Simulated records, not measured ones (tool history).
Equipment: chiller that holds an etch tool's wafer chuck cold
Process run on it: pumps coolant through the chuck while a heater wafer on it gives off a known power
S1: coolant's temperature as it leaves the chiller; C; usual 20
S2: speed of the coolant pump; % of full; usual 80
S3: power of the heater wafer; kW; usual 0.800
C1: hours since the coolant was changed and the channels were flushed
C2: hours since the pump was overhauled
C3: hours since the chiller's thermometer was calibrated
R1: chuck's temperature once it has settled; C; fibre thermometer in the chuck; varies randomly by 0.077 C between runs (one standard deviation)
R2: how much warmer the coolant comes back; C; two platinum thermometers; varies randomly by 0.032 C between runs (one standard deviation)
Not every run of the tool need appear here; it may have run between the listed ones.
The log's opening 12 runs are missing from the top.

| run | hour | S1 | S2 | S3 | C1 | C2 | C3 | R1 | R2 |
|---|---|---|---|---|---|---|---|---|---|
| 13 | 994.3 | 20 | 80 | 0.800 | 2057 | 4003 | 3239 | 29.52 | 3.93 |
| 14 | 1099.1 | 20 | 80 | 0.800 | 2162 | 4108 | 3344 | 29.23 | 3.85 |
| 15 | 1171.1 | 20 | 80 | 0.800 | 2234 | 4180 | 3416 | 29.46 | 3.95 |
| 16 | 1244.8 | 20 | 80 | 0.800 | 2308 | 4254 | 3489 | 29.35 | 3.90 |
| 17 | 1342.6 | 14 | 99 | 0.505 | 2405 | 4352 | 3587 | 18.70 | 1.98 |
| 18 | 1390.4 | 20 | 80 | 1.099 | 2453 | 4400 | 3635 | 33.13 | 5.34 |
| 19 | 1482.3 | 20 | 80 | 1.099 | 2545 | 4491 | 3727 | 33.18 | 5.37 |
| 20 | 1531.8 | 21 | 82 | 1.188 | 2595 | 4541 | 3776 | 34.94 | 5.75 |
| 21 | 1631.0 | 21 | 66 | 0.903 | 2694 | 4640 | 3876 | 33.99 | 5.43 |
| 22 | 1713.7 | 25 | 63 | 0.692 | 2776 | 4723 | 3958 | 35.24 | 4.45 |
| 23 | 1781.1 | 25 | 63 | 0.692 | 2844 | 4790 | 4026 | 35.39 | 4.44 |
| 24 | 1841.0 | 20 | 76 | 0.800 | 2904 | 4850 | 4086 | 29.97 | 4.19 |
| 25 | 1951.4 | 19 | 100 | 0.584 | 3014 | 4961 | 4196 | 24.43 | 2.29 |
| 26 | 2023.0 | 30 | 68 | 1.099 | 3086 | 5032 | 4268 | 45.50 | 6.50 |
| 27 | 2085.8 | 20 | 82 | 0.606 | 3149 | 5095 | 4330 | 26.99 | 2.97 |
| 28 | 2151.3 | 20 | 79 | 0.616 | 3214 | 5160 | 4396 | 27.28 | 3.09 |
| 29 | 2219.2 | 14 | 70 | 0.616 | 3282 | 5228 | 4464 | 22.33 | 3.57 |
| 30 | 2285.6 | 20 | 85 | 0.800 | 3348 | 5295 | 4530 | 29.15 | 3.75 |
| 31 | 2392.9 | 24 | 85 | 0.729 | 3456 | 5402 | 4638 | 32.20 | 3.40 |
| 32 | 2471.0 | 20 | 85 | 0.918 | 3534 | 5480 | 4716 | 30.55 | 4.33 |

4 ways to go on from here, each from the tool as it stands after run 32. What would each give?
| A | 2579.1 | 27 | 65 | 0.512 | 3642 | 5588 | 4824 | ? | ? |
| B | 2579.1 | 19 | 85 | 0.918 | 3642 | 5588 | 4824 | ? | ? |
| C | 2579.1 | 17 | 85 | 0.423 | 3642 | 5588 | 4824 | ? | ? |
| D | 2579.1 | 14 | 93 | 0.854 | 3642 | 5588 | 4824 | ? | ? |

| run | R1 | R2 |
|---|---|---|
| A | 34.44 | 3.21 |
| B | 29.53 | 4.32 |
| C | 21.51 | 2.02 |
| D | 22.93 | 3.64 |
Without the tool's hidden state the same runs would have given:
| run | R1 | R2 |
|---|---|---|
| A | 33.82 | 2.81 |
| B | 28.43 | 3.78 |
| C | 21.31 | 1.77 |
| D | 22.07 | 3.18 |

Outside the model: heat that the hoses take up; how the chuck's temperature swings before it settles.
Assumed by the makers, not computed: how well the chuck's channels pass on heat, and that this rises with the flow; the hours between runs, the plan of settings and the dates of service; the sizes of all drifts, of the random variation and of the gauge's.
